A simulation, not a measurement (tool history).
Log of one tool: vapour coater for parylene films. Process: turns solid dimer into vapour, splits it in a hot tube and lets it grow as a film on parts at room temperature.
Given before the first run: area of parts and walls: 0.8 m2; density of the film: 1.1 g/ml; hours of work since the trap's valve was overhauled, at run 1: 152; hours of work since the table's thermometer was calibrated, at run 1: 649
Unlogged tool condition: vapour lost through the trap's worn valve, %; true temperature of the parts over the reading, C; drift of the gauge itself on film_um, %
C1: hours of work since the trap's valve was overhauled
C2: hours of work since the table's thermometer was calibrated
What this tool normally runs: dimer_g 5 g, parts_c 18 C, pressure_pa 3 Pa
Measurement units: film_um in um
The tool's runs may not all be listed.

Run 1, day 0: usual settings; C1 152; C2 649. Result: film_um 4.63 um.
Run 2, day 1.562: usual settings but pressure_pa 10.34 Pa; C1 171; C2 668. Result: film_um 3.43 um.
Run 3, day 2.992: usual settings but pressure_pa 10.34 Pa; C1 188; C2 685. Result: film_um 3.39 um.
Run 4, day 4.833: usual settings but pressure_pa 10.34 Pa; C1 211; C2 707. Result: film_um 3.37 um.
Run 5, day 6.592: usual settings but pressure_pa 6.83 Pa; C1 232; C2 728. Result: film_um 3.76 um.
Run 6, day 8.9: usual settings; C1 259; C2 756. Result: film_um 4.51 um.
Run 7, day 11.417: usual settings; C1 290; C2 786. Result: film_um 4.45 um.
Run 8, day 13.812: usual settings; C1 318; C2 815. Result: film_um 4.39 um.
Run 9, day 15.338: usual settings; C1 337; C2 833. Result: film_um 4.32 um.
Run 10, day 16.708: usual settings; C1 353; C2 850. Result: film_um 4.33 um.
At day 17.508: trap's valve overhauled.
Run 11, day 18.362: usual settings but pressure_pa 6.32 Pa; C1 10; C2 868. Result: film_um 4.15 um.
Run 12, day 19.429: usual settings but pressure_pa 6.32 Pa; C1 23; C2 880. Result: film_um 4.08 um.
Run 13, day 20.896: usual settings but pressure_pa 6.32 Pa; C1 41; C2 898. Result: film_um 4.04 um.
Run 14, day 22.079: usual settings but pressure_pa 6.32 Pa; C1 55; C2 912. Result: film_um 4.07 um.
Run 15, day 23.342: usual settings but pressure_pa 6.32 Pa; C1 70; C2 927. Result: film_um 4.07 um.
Run 16, day 24.417: usual settings but pressure_pa 6.32 Pa; C1 83; C2 940. Result: film_um 4.04 um.
Run 17, day 26.033: usual settings but pressure_pa 6.32 Pa; C1 102; C2 960. Result: film_um 4.04 um.
Run 18, day 27.542: usual settings but pressure_pa 6.32 Pa; C1 121; C2 978. Result: film_um 4.03 um.
Run 19, day 29.971: usual settings but pressure_pa 6.32 Pa; C1 150; C2 1007. Result: film_um 3.87 um.
Run 20, day 32.192: usual settings but parts_c 22 C, pressure_pa 2.15 Pa; C1 176; C2 1034. Result: film_um 4.73 um.
Run 21, day 33.483: usual settings but parts_c 22 C, pressure_pa 2.15 Pa; C1 192; C2 1049. Result: film_um 4.7 um.
Run 22, day 34.629: usual settings but parts_c 22 C, pressure_pa 2.15 Pa; C1 206; C2 1063. Result: film_um 4.66 um.
Run 23, day 36.942: usual settings but dimer_g 7 g, parts_c 12 C; C1 233; C2 1091. Result: film_um 7 um.
Run 24, day 38.696: usual settings but dimer_g 7 g, parts_c 20 C, pressure_pa 6.18 Pa; C1 255; C2 1112. Result: film_um 5.19 um.
Run 25, day 39.979: usual settings but dimer_g 7 g, parts_c 20 C, pressure_pa 6.18 Pa; C1 270; C2 1127. Result: film_um 5.12 um.
Run 26, day 42.142: usual settings but dimer_g 7 g, parts_c 20 C, pressure_pa 6.18 Pa; C1 296; C2 1153. Result: film_um 5.08 um.
Run 27, day 43.283: usual settings but dimer_g 7 g, parts_c 20 C, pressure_pa 6.18 Pa; C1 310; C2 1167. Result: film_um 5.04 um.
Run 28, day 44.342: usual settings but dimer_g 7 g, parts_c 20 C, pressure_pa 6.18 Pa; C1 322; C2 1180. Result: film_um 5.03 um.
Run 29, day 46.388: usual settings but dimer_g 7 g, parts_c 12 C; C1 347; C2 1204. Result: film_um 6.71 um.
At day 47.654: trap's valve overhauled.
Run 30, day 48.296: usual settings but parts_c 13 C; C1 8; C2 1225. Result: film_um 5.44 um.
Run 31, day 50.704: usual settings but dimer_g 7 g; C1 37; C2 1254. Result: film_um 6.87 um.
Run 32, day 52.483: usual settings but dimer_g 4 g, parts_c 20 C; C1 58; C2 1276. Result: film_um 3.76 um.
Run 33, day 54.796: usual settings but dimer_g 4 g, parts_c 12 C, pressure_pa 7.9 Pa; C1 86; C2 1303. Result: film_um 3.39 um.
Run 34, day 56.208: usual settings but dimer_g 4 g, parts_c 12 C, pressure_pa 7.9 Pa; C1 103; C2 1320. Result: film_um 3.33 um.
Run 35, day 57.675: usual settings but dimer_g 4 g; C1 120; C2 1338. Result: film_um 3.83 um.
Run 36, day 59.662: usual settings but dimer_g 3 g, parts_c 12 C, pressure_pa 4.88 Pa; C1 144; C2 1362. Result: film_um 2.81 um.
Run 37, day 60.967: usual settings but dimer_g 3 g, parts_c 12 C, pressure_pa 4.88 Pa; C1 160; C2 1377. Result: film_um 2.78 um.

Each row is a separate what-if for the run after 37, all from the same tool condition, not one after another. Results?
Run A, day 62.675: usual settings but dimer_g 6 g, parts_c 25 C, pressure_pa 4.88 Pa; C1 180; C2 1398. Result: film_um ?.
Run B, day 62.675: usual settings but dimer_g 8 g, parts_c 30 C, pressure_pa 4.53 Pa; C1 180; C2 1398. Result: film_um ?.
Run C, day 62.675: usual settings but parts_c 12 C; C1 180; C2 1398. Result: film_um ?.
Run D, day 62.675: usual settings but dimer_g 6 g; C1 180; C2 1398. Result: film_um ?.

run  film_um
  A     4.43
  B     5.53
  C     5.12
  D     5.55
What these runs would have given with no unlogged condition in the tool:
run  film_um
  A     4.71
  B     5.88
  C     5.44
  D      5.9

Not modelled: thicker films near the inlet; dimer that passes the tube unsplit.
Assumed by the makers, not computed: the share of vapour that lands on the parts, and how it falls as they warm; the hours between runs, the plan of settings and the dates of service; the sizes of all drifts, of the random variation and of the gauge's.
